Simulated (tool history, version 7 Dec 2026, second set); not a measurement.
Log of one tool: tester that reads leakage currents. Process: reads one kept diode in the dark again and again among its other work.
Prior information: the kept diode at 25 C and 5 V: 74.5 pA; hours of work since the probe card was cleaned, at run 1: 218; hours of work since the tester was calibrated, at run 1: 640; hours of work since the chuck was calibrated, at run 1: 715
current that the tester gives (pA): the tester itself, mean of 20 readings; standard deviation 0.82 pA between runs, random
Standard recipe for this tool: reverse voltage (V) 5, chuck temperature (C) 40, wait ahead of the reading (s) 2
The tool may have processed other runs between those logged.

| run | hour | reverse voltage (V) | chuck temperature (C) | wait ahead of the reading (s) | hours of work since the probe card was cleaned | hours of work since the tester was calibrated | hours of work since the chuck was calibrated | current that the tester gives (pA) |
|---|---|---|---|---|---|---|---|---|
| 1 | 0 | 5 | 40 | 2 | 218 | 640 | 715 | 285.12 |
| 2 | 141.8 | 5 | 40 | 2 | 287 | 709 | 784 | 285.98 |
| 3 | 274.3 | 5 | 40 | 2 | 351 | 773 | 848 | 287.75 |
| 4 | 353.4 | 1.63 | 40 | 2 | 389 | 811 | 886 | 148.45 |
| 5 | 422.9 | 1.63 | 40 | 2.67 | 423 | 845 | 920 | 148.47 |
| 6 | 493.1 | 1.63 | 40 | 2.67 | 457 | 879 | 954 | 148.68 |
| 7 | 603.7 | 5.12 | 40 | 2 | 511 | 933 | 1007 | 296.64 |
| 8 | 666.8 | 5 | 40 | 1.81 | 541 | 963 | 1038 | 290.13 |
| 9 | 735.1 | 5 | 40 | 1.81 | 574 | 996 | 1071 | 290.35 |
| 10 | 821.8 | 7.05 | 40 | 7.44 | 616 | 1038 | 1113 | 359.64 |
| 11 | 932.5 | 2.58 | 40 | 7.44 | 670 | 1092 | 1167 | 197.74 |
| 12 | 990.5 | 2.58 | 40 | 7.44 | 698 | 1120 | 1195 | 198.46 |
| 13 | 1078.1 | 1.69 | 40 | 7.44 | 741 | 1163 | 1237 | 154.47 |
|  | 1144.1 | chuck's temperature calibrated |
| 14 | 1149.4 | 1.62 | 28 | 3.4 | 774 | 1196 | 3 | 50.55 |
| 15 | 1207.9 | 1.62 | 28 | 3.4 | 803 | 1225 | 31 | 50.39 |
| 16 | 1307 | 18.07 | 47 | 7.88 | 851 | 1273 | 79 | 1020.23 |
| 17 | 1373.4 | 18.07 | 47 | 7.88 | 883 | 1305 | 111 | 1024.25 |
| 18 | 1463.5 | 6.31 | 33 | 0.44 | 926 | 1349 | 155 | 182.44 |

Each row is a separate what-if for the run after 18, all from the same tool condition, not one after another. Results?
| A | 1584.1 | 18.26 | 40 | 2 | 985 | 1407 | 213 | ? |
| B | 1584.1 | 5 | 25 | 6.19 | 985 | 1407 | 213 | ? |
| C | 1584.1 | 4.18 | 33 | 0.44 | 985 | 1407 | 213 | ? |
| D | 1584.1 | 1.8 | 38 | 0.8 | 985 | 1407 | 213 | ? |

| run | current that the tester gives (pA) |
|---|---|
| A | 601.91 |
| B | 79.32 |
| C | 141.88 |
| D | 127.57 |
With no hidden state in the tool, these same runs would have given:
| run | current that the tester gives (pA) |
|---|---|
| A | 590.43 |
| B | 75.51 |
| C | 139.29 |
| D | 126.92 |
